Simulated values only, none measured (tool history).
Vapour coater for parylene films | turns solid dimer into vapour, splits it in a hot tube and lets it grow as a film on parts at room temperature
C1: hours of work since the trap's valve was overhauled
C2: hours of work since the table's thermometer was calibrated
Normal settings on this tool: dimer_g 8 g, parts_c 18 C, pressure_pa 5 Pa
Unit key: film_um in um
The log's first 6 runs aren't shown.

run 7 hour=83 | dimer_g=8 parts_c=17 pressure_pa=5 | C1=49 C2=151 | film_um=3.5
run 8 hour=96.5 | dimer_g=8 parts_c=17 pressure_pa=5 | C1=57 C2=159 | film_um=3.48
run 9 hour=106.8 | dimer_g=8 parts_c=15 pressure_pa=5 | C1=63 C2=165 | film_um=3.63
run 10 hour=116.8 | dimer_g=8 parts_c=13 pressure_pa=5 | C1=69 C2=171 | film_um=3.81
run 11 hour=125.9 | dimer_g=4 parts_c=18 pressure_pa=5 | C1=75 C2=177 | film_um=1.66
run 12 hour=136 | dimer_g=8 parts_c=18 pressure_pa=10.66 | C1=81 C2=183 | film_um=2.94
run 13 hour=144.9 | dimer_g=8 parts_c=18 pressure_pa=5 | C1=86 C2=188 | film_um=3.38
run 14 hour=158.5 | dimer_g=8 parts_c=18 pressure_pa=5 | C1=94 C2=196 | film_um=3.34
run 15 hour=174.3 | dimer_g=8 parts_c=18 pressure_pa=5 | C1=103 C2=205 | film_um=3.4
run 16 hour=189 | dimer_g=8 parts_c=18 pressure_pa=7.12 | C1=112 C2=214 | film_um=3.14
run 17 hour=201.7 | dimer_g=8 parts_c=12 pressure_pa=7.12 | C1=119 C2=222 | film_um=3.68
run 18 hour=217.5 | dimer_g=5 parts_c=21 pressure_pa=3.05 | C1=129 C2=231 | film_um=2.13
run 19 hour=225.5 | dimer_g=12 parts_c=18 pressure_pa=5 | C1=134 C2=236 | film_um=5.09
run 20 hour=234.6 | dimer_g=12 parts_c=27 pressure_pa=5 | C1=139 C2=241 | film_um=4.11
run 21 hour=247.4 | dimer_g=8 parts_c=16 pressure_pa=5 | C1=147 C2=249 | film_um=3.6
run 22 hour=261.4 | dimer_g=8 parts_c=16 pressure_pa=11.02 | C1=155 C2=257 | film_um=3.02
run 23 hour=272.3 | dimer_g=12 parts_c=15 pressure_pa=5 | C1=161 C2=263 | film_um=5.46
run 24 hour=281.7 | dimer_g=4 parts_c=18 pressure_pa=2.96 | C1=167 C2=269 | film_um=1.88
run 25 hour=297.5 | dimer_g=4 parts_c=18 pressure_pa=2.96 | C1=176 C2=278 | film_um=1.89
run 26 hour=310.8 | dimer_g=4 parts_c=14 pressure_pa=8.12 | C1=184 C2=286 | film_um=1.71
run 27 hour=326.1 | dimer_g=4 parts_c=14 pressure_pa=8.46 | C1=193 C2=295 | film_um=1.7
run 28 hour=334.1 | dimer_g=4 parts_c=14 pressure_pa=8.46 | C1=198 C2=300 | film_um=1.71
run 29 hour=349.7 | dimer_g=4 parts_c=12 pressure_pa=7.34 | C1=207 C2=309 | film_um=1.81
run 30 hour=361.5 | dimer_g=4 parts_c=12 pressure_pa=7.34 | C1=214 C2=316 | film_um=1.83

4 ways to go on from here, each from the tool as it stands after run 30. What would each give?
run A hour=374 | dimer_g=8 parts_c=18 pressure_pa=3.17 | C1=222 C2=324 | film_um=?
run B hour=374 | dimer_g=8 parts_c=14 pressure_pa=5 | C1=222 C2=324 | film_um=?
run C hour=374 | dimer_g=3 parts_c=12 pressure_pa=7.34 | C1=222 C2=324 | film_um=?
run D hour=374 | dimer_g=6 parts_c=18 pressure_pa=4.96 | C1=222 C2=324 | film_um=?

run=A film_um=3.69
run=B film_um=3.71
run=C film_um=1.37
run=D film_um=2.52
Without the tool's hidden state the same runs would have given:
run=A film_um=3.69
run=B film_um=3.72
run=C film_um=1.37
run=D film_um=2.52
